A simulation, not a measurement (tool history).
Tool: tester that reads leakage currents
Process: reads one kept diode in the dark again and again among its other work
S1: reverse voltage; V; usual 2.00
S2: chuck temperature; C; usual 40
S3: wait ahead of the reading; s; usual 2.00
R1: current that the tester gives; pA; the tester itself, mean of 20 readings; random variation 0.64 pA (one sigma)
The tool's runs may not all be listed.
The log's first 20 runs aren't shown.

run	hour	S1	S2	S3	R1
21	492.4	2.00	40	6.70	224.63
22	521.2	3.59	40	2.00	270.62
23	542.1	11.02	52	0.40	897.98
24	567.4	5.76	23	2.00	87.91
25	585.7	12.63	38	1.92	354.53
26	603.6	1.30	22	6.22	50.15
27	625.2	1.30	22	6.22	50.13
# hour 640.4: chuck's temperature calibrated
# hour 649.7: tester calibrated
28	649.7	1.30	22	6.22	47.36
29	674.5	8.03	21	0.49	83.03
30	701.6	2.11	45	0.54	315.42
31	720.9	4.35	34	9.15	177.98
32	738.0	4.35	34	9.15	177.20
33	755.4	4.35	34	9.15	178.94
34	769.2	1.37	23	0.52	53.40
35	796.9	16.50	37	0.44	348.98
36	810.4	2.89	49	2.00	461.05
37	840.8	18.92	21	0.95	114.77

The next listed run, before its measurement:
38	863.2	2.00	40	0.66	?

Run 38 gave R1 218.19 pA.
Without the tool's hidden state the same run would have given R1 213.90 pA.

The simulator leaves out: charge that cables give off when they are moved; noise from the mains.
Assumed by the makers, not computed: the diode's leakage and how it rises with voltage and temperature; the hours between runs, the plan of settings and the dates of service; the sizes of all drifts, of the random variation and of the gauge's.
